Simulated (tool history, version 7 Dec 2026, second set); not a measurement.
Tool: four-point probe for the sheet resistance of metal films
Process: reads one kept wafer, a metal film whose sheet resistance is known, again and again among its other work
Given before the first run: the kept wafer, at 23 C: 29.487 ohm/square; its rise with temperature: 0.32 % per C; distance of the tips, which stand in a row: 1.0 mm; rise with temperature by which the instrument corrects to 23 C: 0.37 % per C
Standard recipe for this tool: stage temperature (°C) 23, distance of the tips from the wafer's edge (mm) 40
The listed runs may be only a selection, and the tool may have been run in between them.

| run | hour | stage temperature (°C) | distance of the tips from the wafer's edge (mm) | sheet resistance as the instrument gives it (ohm/square) |
|---|---|---|---|---|
| 1 | 0 | 23 | 40 | 29.443696 |
| 2 | 16.6 | 23 | 40 | 29.447469 |
| 3 | 32.9 | 23 | 6 | 29.858024 |
| 4 | 46.1 | 23 | 6 | 29.870853 |
| 5 | 57.4 | 28 | 40 | 29.358149 |
| 6 | 71.2 | 23 | 5 | 30.052762 |
| 7 | 83.6 | 23 | 5 | 30.050509 |
| 8 | 95.3 | 23 | 40 | 29.432287 |
| 9 | 109.1 | 23 | 40 | 29.436799 |
| 10 | 117.2 | 23 | 40 | 29.44612 |
| 11 | 131.8 | 23 | 40 | 29.436377 |
| 12 | 142.9 | 23 | 40 | 29.444203 |
| 13 | 153.5 | 23 | 5 | 30.066921 |
| 14 | 170.1 | 23 | 5 | 30.053134 |
| 15 | 180.7 | 23 | 5 | 30.066313 |
| 16 | 193.4 | 23 | 5 | 30.063622 |
| 17 | 206.3 | 23 | 40 | 29.454991 |
| 18 | 219.2 | 23 | 40 | 29.453087 |
| 19 | 233 | 23 | 40 | 29.448657 |
| 20 | 249.5 | 23 | 40 | 29.460561 |
| 21 | 260.6 | 23 | 9 | 29.646588 |
| 22 | 275.6 | 23 | 9 | 29.635194 |
| 23 | 290.1 | 26 | 5 | 30.01254 |
| 24 | 300.3 | 25 | 4 | 30.369629 |
| 25 | 310.1 | 32 | 21 | 29.335473 |
|  | 311.9 | stage's thermometer calibrated |
| 26 | 319.9 | 20 | 28 | 29.519794 |
| 27 | 335.1 | 20 | 28 | 29.512334 |
|  | 346.3 | stage's thermometer calibrated, once more |
| 28 | 349.8 | 20 | 28 | 29.550144 |
| 29 | 363.1 | 32 | 8 | 29.573771 |
| 30 | 374.3 | 32 | 8 | 29.559026 |
| 31 | 383.3 | 32 | 8 | 29.553408 |
| 32 | 395.8 | 32 | 8 | 29.569797 |
| 33 | 410.8 | 27 | 42 | 29.420087 |
| 34 | 421.2 | 27 | 42 | 29.406829 |
| 35 | 428.1 | 18 | 8 | 29.806353 |
| 36 | 436.6 | 23 | 7 | 29.798543 |
| 37 | 446.4 | 23 | 48 | 29.475222 |
| 38 | 453.2 | 23 | 16 | 29.542398 |
| 39 | 469.6 | 21 | 8 | 29.757011 |

Same runs, no hidden state in the tool, same run-to-run variation:
What the log doesn't record here: inner tips' distance over the nominal, %; tips' flats over new ones', %; wafer's true temperature over the reading, C; drift of the gauge itself on sheet_ohm, %.
| run | sheet resistance as the instrument gives it (ohm/square) |
|---|---|
| 1 | 29.501441 |
| 2 | 29.504373 |
| 3 | 29.914558 |
| 4 | 29.92652 |
| 5 | 29.412069 |
| 6 | 30.107167 |
| 7 | 30.104124 |
| 8 | 29.484192 |
| 9 | 29.487998 |
| 10 | 29.496795 |
| 11 | 29.486086 |
| 12 | 29.493204 |
| 13 | 30.116135 |
| 14 | 30.101188 |
| 15 | 30.113722 |
| 16 | 30.110231 |
| 17 | 29.499941 |
| 18 | 29.497179 |
| 19 | 29.491908 |
| 20 | 29.50281 |
| 21 | 29.688371 |
| 22 | 29.676001 |
| 23 | 30.052728 |
| 24 | 30.40972 |
| 25 | 29.373421 |
| 26 | 29.559984 |
| 27 | 29.551557 |
| 28 | 29.567713 |
| 29 | 29.590758 |
| 30 | 29.575327 |
| 31 | 29.569127 |
| 32 | 29.584797 |
| 33 | 29.433915 |
| 34 | 29.419957 |
| 35 | 29.81905 |
| 36 | 29.810842 |
| 37 | 29.48678 |
| 38 | 29.553523 |
| 39 | 29.767032 |
